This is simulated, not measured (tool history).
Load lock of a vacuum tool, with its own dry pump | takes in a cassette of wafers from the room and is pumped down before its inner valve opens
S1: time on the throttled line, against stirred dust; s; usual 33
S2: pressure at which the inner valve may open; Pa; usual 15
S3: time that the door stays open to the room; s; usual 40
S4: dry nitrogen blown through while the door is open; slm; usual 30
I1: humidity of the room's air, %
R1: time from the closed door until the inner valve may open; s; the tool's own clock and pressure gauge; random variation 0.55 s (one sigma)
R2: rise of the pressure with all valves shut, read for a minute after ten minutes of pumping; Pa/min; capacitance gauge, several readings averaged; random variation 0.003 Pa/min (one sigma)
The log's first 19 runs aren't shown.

run 20 hour=4944.4 | S1=33 S2=12 S3=149 S4=30 | I1=45.2 | R1=78.4 R2=0.024
run 21 hour=5308.7 | S1=33 S2=12 S3=149 S4=30 | I1=41.1 | R1=78.4 R2=0.020
run 22 hour=5630.4 | S1=29 S2=13 S3=40 S4=7 | I1=44.3 | R1=74.6 R2=0.027
run 23 hour=5891.6 | S1=29 S2=13 S3=40 S4=7 | I1=43.0 | R1=75.0 R2=0.026
run 24 hour=6061.9 | S1=38 S2=15 S3=40 S4=30 | I1=43.9 | R1=80.8 R2=0.016
run 25 hour=6279.8 | S1=33 S2=15 S3=27 S4=4 | I1=46.0 | R1=76.7 R2=0.019
run 26 hour=6558.4 | S1=33 S2=15 S3=27 S4=4 | I1=44.0 | R1=76.8 R2=0.016
run 27 hour=6778.3 | S1=33 S2=22 S3=40 S4=19 | I1=47.4 | R1=75.5 R2=0.021
run 28 hour=7052.4 | S1=33 S2=10 S3=42 S4=30 | I1=46.2 | R1=79.3 R2=0.016
run 29 hour=7245.6 | S1=33 S2=26 S3=42 S4=31 | I1=42.1 | R1=72.9 R2=0.020
run 30 hour=7444.1 | S1=33 S2=26 S3=42 S4=31 | I1=46.6 | R1=74.7 R2=0.009
run 31 hour=7697.3 | S1=17 S2=15 S3=42 S4=30 | I1=43.6 | R1=64.9 R2=0.014
run 32 hour=8048.1 | S1=33 S2=24 S3=51 S4=30 | I1=46.6 | R1=73.4 R2=0.014
run 33 hour=8259.0 | S1=33 S2=24 S3=51 S4=30 | I1=47.3 | R1=74.1 R2=0.010
run 34 hour=8538.0 | S1=33 S2=24 S3=51 S4=30 | I1=46.1 | R1=74.4 R2=0.013
run 35 hour=8860.9 | S1=33 S2=24 S3=51 S4=30 | I1=45.3 | R1=73.6 R2=0.013
run 36 hour=9149.6 | S1=45 S2=11 S3=157 S4=30 | I1=47.0 | R1=87.4 R2=0.032
run 37 hour=9322.3 | S1=45 S2=11 S3=157 S4=30 | I1=43.7 | R1=87.8 R2=0.026
run 38 hour=9558.1 | S1=43 S2=28 S3=127 S4=10 | I1=45.1 | R1=81.0 R2=0.032

3 ways to go on from here, each from the tool as it stands after run 38. What would each give?
run A hour=9877.5 | S1=33 S2=12 S3=40 S4=30 | I1=44.2 | R1=? R2=?
run B hour=9877.5 | S1=43 S2=28 S3=168 S4=26 | I1=44.5 | R1=? R2=?
run C hour=9877.5 | S1=16 S2=12 S3=27 S4=10 | I1=44.9 | R1=? R2=?

run=A R1=78.7 R2=0.017
run=B R1=80.5 R2=0.027
run=C R1=64.6 R2=0.024
Without the tool's hidden state the same runs would have given:
run=A R1=78.7 R2=0.016
run=B R1=80.5 R2=0.027
run=C R1=64.5 R2=0.023

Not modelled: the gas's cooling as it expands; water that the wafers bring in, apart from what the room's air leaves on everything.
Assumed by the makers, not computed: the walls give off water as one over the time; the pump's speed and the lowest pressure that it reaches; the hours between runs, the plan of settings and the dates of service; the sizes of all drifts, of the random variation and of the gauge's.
